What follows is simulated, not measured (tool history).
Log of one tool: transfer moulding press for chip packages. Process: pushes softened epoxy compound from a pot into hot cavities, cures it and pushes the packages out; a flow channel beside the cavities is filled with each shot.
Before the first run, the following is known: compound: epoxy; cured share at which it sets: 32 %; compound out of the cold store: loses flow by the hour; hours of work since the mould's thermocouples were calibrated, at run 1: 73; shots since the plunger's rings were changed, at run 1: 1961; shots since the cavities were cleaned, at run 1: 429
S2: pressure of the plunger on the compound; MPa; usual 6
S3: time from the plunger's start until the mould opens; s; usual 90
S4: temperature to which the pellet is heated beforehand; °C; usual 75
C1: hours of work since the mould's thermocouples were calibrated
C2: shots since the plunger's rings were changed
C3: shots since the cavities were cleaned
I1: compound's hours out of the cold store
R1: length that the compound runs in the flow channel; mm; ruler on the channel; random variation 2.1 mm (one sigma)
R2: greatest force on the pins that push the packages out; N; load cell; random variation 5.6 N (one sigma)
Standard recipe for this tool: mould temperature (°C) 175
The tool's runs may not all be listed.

{"run": 1, "hour": 0.0, "mould temperature (°C)": 175, "S2": 6, "S3": 90, "S4": 75, "C1": 73, "C2": 1961, "C3": 429, "I1": 25.2, "R1": 503, "R2": 345}
{"hour": 14.9, "done": "cavities cleaned with cleaning compound and waxed"}
{"run": 2, "hour": 31.6, "mould temperature (°C)": 175, "S2": 6, "S3": 90, "S4": 75, "C1": 94, "C2": 2414, "C3": 252, "I1": 20.2, "R1": 519, "R2": 331}
{"run": 3, "hour": 46.7, "mould temperature (°C)": 175, "S2": 6, "S3": 90, "S4": 75, "C1": 105, "C2": 2640, "C3": 478, "I1": 35.2, "R1": 469, "R2": 339}
{"hour": 60.5, "done": "cavities cleaned with cleaning compound and waxed"}
{"run": 4, "hour": 74.4, "mould temperature (°C)": 175, "S2": 6, "S3": 90, "S4": 75, "C1": 123, "C2": 3033, "C3": 209, "I1": 31.2, "R1": 478, "R2": 284}
{"run": 5, "hour": 88.2, "mould temperature (°C)": 175, "S2": 6, "S3": 90, "S4": 75, "C1": 133, "C2": 3241, "C3": 417, "I1": 37, "R1": 459, "R2": 346}
{"hour": 103.6, "done": "cavities cleaned with cleaning compound and waxed"}
{"run": 6, "hour": 113.3, "mould temperature (°C)": 177, "S2": 6, "S3": 90, "S4": 75, "C1": 149, "C2": 3596, "C3": 147, "I1": 15.1, "R1": 521, "R2": 261}
{"run": 7, "hour": 144.5, "mould temperature (°C)": 177, "S2": 6, "S3": 90, "S4": 75, "C1": 171, "C2": 4065, "C3": 616, "I1": 21, "R1": 505, "R2": 353}
{"hour": 149.0, "done": "cavities cleaned with cleaning compound and waxed"}
{"run": 8, "hour": 177.1, "mould temperature (°C)": 175, "S2": 4.96, "S3": 90, "S4": 75, "C1": 192, "C2": 4531, "C3": 423, "I1": 47.7, "R1": 384, "R2": 332}
{"hour": 192.0, "done": "cavities cleaned with cleaning compound and waxed"}
{"run": 9, "hour": 201.5, "mould temperature (°C)": 175, "S2": 4.96, "S3": 90, "S4": 75, "C1": 208, "C2": 4876, "C3": 143, "I1": 15.9, "R1": 466, "R2": 262}
{"run": 10, "hour": 219.3, "mould temperature (°C)": 175, "S2": 6, "S3": 90, "S4": 84, "C1": 221, "C2": 5142, "C3": 409, "I1": 8.4, "R1": 545, "R2": 338}
{"hour": 235.1, "done": "cavities cleaned with cleaning compound and waxed"}
{"run": 11, "hour": 237.8, "mould temperature (°C)": 175, "S2": 6, "S3": 90, "S4": 84, "C1": 232, "C2": 5399, "C3": 41, "I1": 11.6, "R1": 530, "R2": 225}
{"run": 12, "hour": 266.1, "mould temperature (°C)": 176, "S2": 6, "S3": 90, "S4": 81, "C1": 252, "C2": 5823, "C3": 465, "I1": 8.4, "R1": 540, "R2": 340}
{"hour": 278.9, "done": "cavities cleaned with cleaning compound and waxed"}
{"run": 13, "hour": 282.6, "mould temperature (°C)": 182, "S2": 6, "S3": 80, "S4": 75, "C1": 263, "C2": 6049, "C3": 55, "I1": 32.1, "R1": 446, "R2": 194}
{"run": 14, "hour": 307.1, "mould temperature (°C)": 182, "S2": 6, "S3": 86, "S4": 71, "C1": 280, "C2": 6416, "C3": 422, "I1": 16.3, "R1": 498, "R2": 289}
{"hour": 322.2, "done": "cavities cleaned with cleaning compound and waxed"}
{"run": 15, "hour": 325.1, "mould temperature (°C)": 170, "S2": 6, "S3": 86, "S4": 75, "C1": 291, "C2": 6665, "C3": 44, "I1": 23.7, "R1": 489, "R2": 315}
{"hour": 330.5, "done": "plunger's sealing rings changed"}
{"run": 16, "hour": 360.8, "mould temperature (°C)": 183, "S2": 7.09, "S3": 101, "S4": 75, "C1": 314, "C2": 454, "C3": 542, "I1": 19.1, "R1": 561, "R2": 296}
{"hour": 368.4, "done": "cavities cleaned with cleaning compound and waxed"}
{"run": 17, "hour": 389.9, "mould temperature (°C)": 183, "S2": 5.86, "S3": 101, "S4": 68, "C1": 333, "C2": 869, "C3": 323, "I1": 19.3, "R1": 507, "R2": 268}
{"run": 18, "hour": 408.8, "mould temperature (°C)": 175, "S2": 6, "S3": 125, "S4": 75, "C1": 347, "C2": 1153, "C3": 607, "I1": 11.8, "R1": 549, "R2": 293}
{"hour": 412.6, "done": "cavities cleaned with cleaning compound and waxed"}
{"run": 19, "hour": 424.7, "mould temperature (°C)": 175, "S2": 6, "S3": 125, "S4": 75, "C1": 357, "C2": 1370, "C3": 183, "I1": 47.5, "R1": 438, "R2": 216}
{"run": 20, "hour": 453.9, "mould temperature (°C)": 175, "S2": 6, "S3": 102, "S4": 75, "C1": 377, "C2": 1808, "C3": 621, "I1": 9, "R1": 559, "R2": 340}
{"hour": 458.2, "done": "cavities cleaned with cleaning compound and waxed"}
{"run": 21, "hour": 483.3, "mould temperature (°C)": 175, "S2": 6, "S3": 102, "S4": 75, "C1": 396, "C2": 2227, "C3": 377, "I1": 26.4, "R1": 496, "R2": 291}
{"hour": 503.2, "done": "cavities cleaned with cleaning compound and waxed"}
{"run": 22, "hour": 509.0, "mould temperature (°C)": 175, "S2": 5.52, "S3": 73, "S4": 75, "C1": 413, "C2": 2591, "C3": 88, "I1": 8.2, "R1": 538, "R2": 400}

Branching from run 22: 3 alternative next runs. What would each branch give?
{"run": "A", "hour": 525.9, "mould temperature (°C)": 175, "S2": 6.59, "S3": 73, "S4": 75, "C1": 425, "C2": 2845, "C3": 342, "I1": 19.5, "R1": "?", "R2": "?"}
{"run": "B", "hour": 525.9, "mould temperature (°C)": 172, "S2": 6.21, "S3": 73, "S4": 85, "C1": 425, "C2": 2845, "C3": 342, "I1": 28.7, "R1": "?", "R2": "?"}
{"run": "C", "hour": 525.9, "mould temperature (°C)": 178, "S2": 5.52, "S3": 73, "S4": 65, "C1": 425, "C2": 2845, "C3": 342, "I1": 17.5, "R1": "?", "R2": "?"}

run=A R1=540 R2=473
run=B R1=501 R2=577
run=C R1=494 R2=424
Take away the tool's hidden state, keep each run's random variation, and the runs would have read:
run=A R1=557 R2=296
run=B R1=517 R2=362
run=C R1=510 R2=267
